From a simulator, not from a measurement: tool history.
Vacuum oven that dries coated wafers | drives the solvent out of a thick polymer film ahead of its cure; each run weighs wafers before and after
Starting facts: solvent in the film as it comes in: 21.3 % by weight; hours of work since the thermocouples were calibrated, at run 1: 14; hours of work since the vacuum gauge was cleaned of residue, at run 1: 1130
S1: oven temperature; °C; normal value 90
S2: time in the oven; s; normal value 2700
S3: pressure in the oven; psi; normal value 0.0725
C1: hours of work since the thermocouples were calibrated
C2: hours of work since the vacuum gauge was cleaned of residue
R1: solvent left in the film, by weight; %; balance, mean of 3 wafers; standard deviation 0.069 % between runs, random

run,hour,S1,S2,S3,C1,C2,R1
1,0,90,2700,0.0725,14,1130,4.86
2,46.1,90,2700,0.0511,39,1155,4.83
3,77.8,90,2700,0.0511,57,1173,4.89
4,135.6,90,2700,0.0511,88,1204,4.81
5,161.9,90,2700,0.0511,102,1218,4.81
6,203.6,90,2700,0.0511,125,1241,4.81
7,244.6,90,2700,0.0725,147,1263,4.93
8,276.9,90,2700,0.0725,165,1281,4.82
9,320,90,2700,0.0725,188,1304,5.04
10,375.3,90,2700,0.0725,218,1335,5
11,418.8,90,2700,0.0725,242,1358,4.89
12,459.8,90,2700,0.0725,264,1381,5.03
13,484.9,90,2700,0.0725,278,1394,5.13
14,514.1,90,2700,0.1302,294,1410,5.19
15,540.6,79,2700,0.0725,308,1424,9.56
16,572,90,2700,0.277,325,1442,5.64
17,608.2,90,2700,0.0725,345,1461,5.22
18,666.3,90,2700,0.0725,377,1493,5.25
19,705.6,90,2700,0.0725,398,1514,5.14
20,748.3,90,2700,0.0725,421,1537,5.16
21,792,103,2700,0.0725,445,1561,1.35
22,836,103,2700,0.0725,469,1585,1.39
23,865.1,103,2700,0.0725,485,1601,1.34
24,911.3,103,2760,0.2297,510,1626,1.64
25,948.9,84,4440,0.0811,530,1647,4.73
26,1007.1,97,3540,0.0811,562,1678,1.82
27,1041.4,104,4800,0.0397,581,1697,0.46
28,1071.1,92,1440,0.0397,597,1713,8.34
29,1105.5,90,2700,0.0645,616,1732,5.41
30,1138.8,90,2580,0.107,634,1750,5.66
31,1191.2,90,2580,0.107,662,1778,5.87
32,1236.3,90,1920,0.2724,687,1803,7.73
33,1282.6,79,1320,0.0516,712,1828,13.1
34,1310,79,1320,0.0516,727,1843,13.09
35,1350.5,89,1320,0.0837,749,1865,10.16
36,1407.1,78,2820,0.1476,780,1896,10.42
37,1447.6,78,2820,0.1476,802,1918,10.15
38,1473.1,78,4500,0.2205,816,1932,7.99
39,1515.7,82,3120,0.1262,839,1955,8.04
40,1543.2,79,4800,0.1262,854,1970,6.9
41,1585.9,101,2160,0.0725,877,1993,3.02
42,1611.5,101,2160,0.0725,891,2007,3.07
43,1653,100,2220,0.0422,914,2030,3.25
44,1700.8,89,1680,0.0883,940,2056,9.1
45,1750.9,89,1740,0.1511,967,2083,8.98
46,1790.2,99,2220,0.0415,988,2104,3.58

Alternative continuations, all from the tool just after run 46; predict every row:
A,1829.8,79,1500,0.2183,1010,2126,?
B,1829.8,90,1380,0.0725,1010,2126,?
C,1829.8,84,2700,0.0725,1010,2126,?

run,R1
A,13.23
B,9.89
C,8.24
Take away the tool's hidden state, keep each run's random variation, and the runs would have read:
run,R1
A,12.37
B,8.9
C,7.09
